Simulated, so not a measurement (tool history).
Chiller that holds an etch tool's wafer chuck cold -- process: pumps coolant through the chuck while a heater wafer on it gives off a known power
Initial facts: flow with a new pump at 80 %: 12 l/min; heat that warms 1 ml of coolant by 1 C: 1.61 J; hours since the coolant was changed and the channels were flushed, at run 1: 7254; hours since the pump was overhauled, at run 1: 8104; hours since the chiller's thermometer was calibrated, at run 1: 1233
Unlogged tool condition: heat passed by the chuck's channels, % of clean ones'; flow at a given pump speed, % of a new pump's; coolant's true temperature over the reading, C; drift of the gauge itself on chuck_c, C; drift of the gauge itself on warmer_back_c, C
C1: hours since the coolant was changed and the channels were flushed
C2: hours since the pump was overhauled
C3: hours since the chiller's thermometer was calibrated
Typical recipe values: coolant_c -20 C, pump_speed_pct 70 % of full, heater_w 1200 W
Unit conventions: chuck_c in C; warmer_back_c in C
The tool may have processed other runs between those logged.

{"run": 1, "hour": 0.0, "coolant_c": -20, "pump_speed_pct": 70, "heater_w": 1200, "C1": 7254, "C2": 8104, "C3": 1233, "chuck_c": -8.9, "warmer_back_c": 4.83}
{"run": 2, "hour": 96.0, "coolant_c": -20, "pump_speed_pct": 70, "heater_w": 1200, "C1": 7350, "C2": 8200, "C3": 1329, "chuck_c": -9.0, "warmer_back_c": 4.92}
{"run": 3, "hour": 300.6, "coolant_c": -20, "pump_speed_pct": 70, "heater_w": 1200, "C1": 7555, "C2": 8405, "C3": 1534, "chuck_c": -9.0, "warmer_back_c": 4.93}
{"hour": 414.4, "done": "coolant pump overhauled"}
{"run": 4, "hour": 471.4, "coolant_c": -20, "pump_speed_pct": 70, "heater_w": 629, "C1": 7720, "C2": 57, "C3": 1700, "chuck_c": -14.6, "warmer_back_c": 2.31}
{"run": 5, "hour": 638.1, "coolant_c": -20, "pump_speed_pct": 70, "heater_w": 629, "C1": 7887, "C2": 224, "C3": 1866, "chuck_c": -14.6, "warmer_back_c": 2.26}
{"run": 6, "hour": 755.5, "coolant_c": -13, "pump_speed_pct": 70, "heater_w": 1200, "C1": 8004, "C2": 341, "C3": 1984, "chuck_c": -2.9, "warmer_back_c": 4.3}
{"hour": 892.0, "done": "chiller's thermometer calibrated"}
{"run": 7, "hour": 911.7, "coolant_c": -13, "pump_speed_pct": 70, "heater_w": 1200, "C1": 8160, "C2": 496, "C3": 20, "chuck_c": -3.0, "warmer_back_c": 4.3}
{"run": 8, "hour": 997.6, "coolant_c": -20, "pump_speed_pct": 70, "heater_w": 1200, "C1": 8245, "C2": 582, "C3": 106, "chuck_c": -10.0, "warmer_back_c": 4.25}
{"run": 9, "hour": 1164.0, "coolant_c": -20, "pump_speed_pct": 70, "heater_w": 1275, "C1": 8412, "C2": 749, "C3": 272, "chuck_c": -9.4, "warmer_back_c": 4.6}
{"run": 10, "hour": 1271.2, "coolant_c": -13, "pump_speed_pct": 70, "heater_w": 1200, "C1": 8519, "C2": 856, "C3": 379, "chuck_c": -2.8, "warmer_back_c": 4.32}
{"run": 11, "hour": 1380.6, "coolant_c": -20, "pump_speed_pct": 70, "heater_w": 1200, "C1": 8628, "C2": 965, "C3": 489, "chuck_c": -9.9, "warmer_back_c": 4.34}
{"run": 12, "hour": 1554.0, "coolant_c": -20, "pump_speed_pct": 70, "heater_w": 1200, "C1": 8802, "C2": 1139, "C3": 662, "chuck_c": -10.0, "warmer_back_c": 4.27}
{"run": 13, "hour": 1689.9, "coolant_c": -20, "pump_speed_pct": 70, "heater_w": 1200, "C1": 8938, "C2": 1274, "C3": 798, "chuck_c": -9.8, "warmer_back_c": 4.34}
{"run": 14, "hour": 1805.4, "coolant_c": -20, "pump_speed_pct": 70, "heater_w": 1200, "C1": 9053, "C2": 1390, "C3": 913, "chuck_c": -9.7, "warmer_back_c": 4.31}
{"run": 15, "hour": 1977.8, "coolant_c": -20, "pump_speed_pct": 70, "heater_w": 1200, "C1": 9226, "C2": 1562, "C3": 1086, "chuck_c": -9.7, "warmer_back_c": 4.38}
{"run": 16, "hour": 2070.1, "coolant_c": -20, "pump_speed_pct": 70, "heater_w": 1200, "C1": 9318, "C2": 1655, "C3": 1178, "chuck_c": -9.8, "warmer_back_c": 4.41}
{"run": 17, "hour": 2180.6, "coolant_c": -29, "pump_speed_pct": 70, "heater_w": 1200, "C1": 9429, "C2": 1765, "C3": 1289, "chuck_c": -18.7, "warmer_back_c": 4.39}
{"run": 18, "hour": 2275.5, "coolant_c": -19, "pump_speed_pct": 75, "heater_w": 914, "C1": 9523, "C2": 1860, "C3": 1384, "chuck_c": -11.5, "warmer_back_c": 3.13}
{"run": 19, "hour": 2367.4, "coolant_c": -19, "pump_speed_pct": 75, "heater_w": 914, "C1": 9615, "C2": 1952, "C3": 1475, "chuck_c": -11.6, "warmer_back_c": 3.15}
{"hour": 2388.9, "done": "coolant changed, channels flushed"}
{"run": 20, "hour": 2466.4, "coolant_c": -20, "pump_speed_pct": 83, "heater_w": 1200, "C1": 78, "C2": 2045, "C3": 1568, "chuck_c": -11.7, "warmer_back_c": 3.75}
{"run": 21, "hour": 2568.5, "coolant_c": -17, "pump_speed_pct": 71, "heater_w": 735, "C1": 180, "C2": 2147, "C3": 1670, "chuck_c": -11.2, "warmer_back_c": 2.64}
{"run": 22, "hour": 2678.0, "coolant_c": -20, "pump_speed_pct": 66, "heater_w": 847, "C1": 289, "C2": 2257, "C3": 1780, "chuck_c": -13.0, "warmer_back_c": 3.36}
{"run": 23, "hour": 2871.0, "coolant_c": -28, "pump_speed_pct": 99, "heater_w": 1063, "C1": 482, "C2": 2450, "C3": 1973, "chuck_c": -21.5, "warmer_back_c": 2.76}
{"hour": 3020.3, "done": "chiller's thermometer calibrated"}
{"run": 24, "hour": 3047.8, "coolant_c": -18, "pump_speed_pct": 70, "heater_w": 1200, "C1": 658, "C2": 2625, "C3": 28, "chuck_c": -8.4, "warmer_back_c": 4.43}
{"run": 25, "hour": 3247.6, "coolant_c": -20, "pump_speed_pct": 86, "heater_w": 750, "C1": 858, "C2": 2825, "C3": 227, "chuck_c": -14.9, "warmer_back_c": 2.26}
{"run": 26, "hour": 3422.7, "coolant_c": -28, "pump_speed_pct": 62, "heater_w": 1200, "C1": 1033, "C2": 3000, "C3": 402, "chuck_c": -17.3, "warmer_back_c": 5.07}
{"run": 27, "hour": 3594.2, "coolant_c": -20, "pump_speed_pct": 81, "heater_w": 742, "C1": 1204, "C2": 3172, "C3": 574, "chuck_c": -14.7, "warmer_back_c": 2.37}
{"run": 28, "hour": 3760.4, "coolant_c": -20, "pump_speed_pct": 81, "heater_w": 742, "C1": 1371, "C2": 3338, "C3": 740, "chuck_c": -14.5, "warmer_back_c": 2.35}
{"run": 29, "hour": 3946.3, "coolant_c": -23, "pump_speed_pct": 81, "heater_w": 1522, "C1": 1556, "C2": 3524, "C3": 926, "chuck_c": -12.1, "warmer_back_c": 4.92}
{"run": 30, "hour": 4040.4, "coolant_c": -20, "pump_speed_pct": 69, "heater_w": 999, "C1": 1651, "C2": 3618, "C3": 1020, "chuck_c": -11.6, "warmer_back_c": 3.87}
{"run": 31, "hour": 4232.9, "coolant_c": -20, "pump_speed_pct": 69, "heater_w": 999, "C1": 1843, "C2": 3810, "C3": 1213, "chuck_c": -11.8, "warmer_back_c": 3.81}

Subtracting, for every run, the result it would have given without the tool's unlogged condition from the measured result gives the following. The same run-to-run variation enters both numbers; the gauge's scatter may not:
run=1 chuck_c=+1.9 warmer_back_c=+0.57
run=2 chuck_c=+1.9 warmer_back_c=+0.58
run=3 chuck_c=+1.9 warmer_back_c=+0.60
run=4 chuck_c=+0.5 warmer_back_c=+0.00
run=5 chuck_c=+0.6 warmer_back_c=+0.01
run=6 chuck_c=+0.9 warmer_back_c=+0.02
run=7 chuck_c=+0.7 warmer_back_c=+0.02
run=8 chuck_c=+0.8 warmer_back_c=+0.03
run=9 chuck_c=+0.9 warmer_back_c=+0.04
run=10 chuck_c=+0.8 warmer_back_c=+0.05
run=11 chuck_c=+0.9 warmer_back_c=+0.06
run=12 chuck_c=+0.8 warmer_back_c=+0.06
run=13 chuck_c=+1.0 warmer_back_c=+0.07
run=14 chuck_c=+1.0 warmer_back_c=+0.08
run=15 chuck_c=+1.0 warmer_back_c=+0.09
run=16 chuck_c=+1.0 warmer_back_c=+0.10
run=17 chuck_c=+1.0 warmer_back_c=+0.09
run=18 chuck_c=+0.8 warmer_back_c=+0.07
run=19 chuck_c=+0.9 warmer_back_c=+0.08
run=20 chuck_c=+0.3 warmer_back_c=+0.10
run=21 chuck_c=+0.3 warmer_back_c=+0.07
run=22 chuck_c=+0.3 warmer_back_c=+0.09
run=23 chuck_c=+0.4 warmer_back_c=+0.09
run=24 chuck_c=+0.4 warmer_back_c=+0.15
run=25 chuck_c=+0.2 warmer_back_c=+0.08
run=26 chuck_c=+0.5 warmer_back_c=+0.20
run=27 chuck_c=+0.2 warmer_back_c=+0.10
run=28 chuck_c=+0.3 warmer_back_c=+0.11
run=29 chuck_c=+0.6 warmer_back_c=+0.23
run=30 chuck_c=+0.6 warmer_back_c=+0.18
run=31 chuck_c=+0.5 warmer_back_c=+0.20
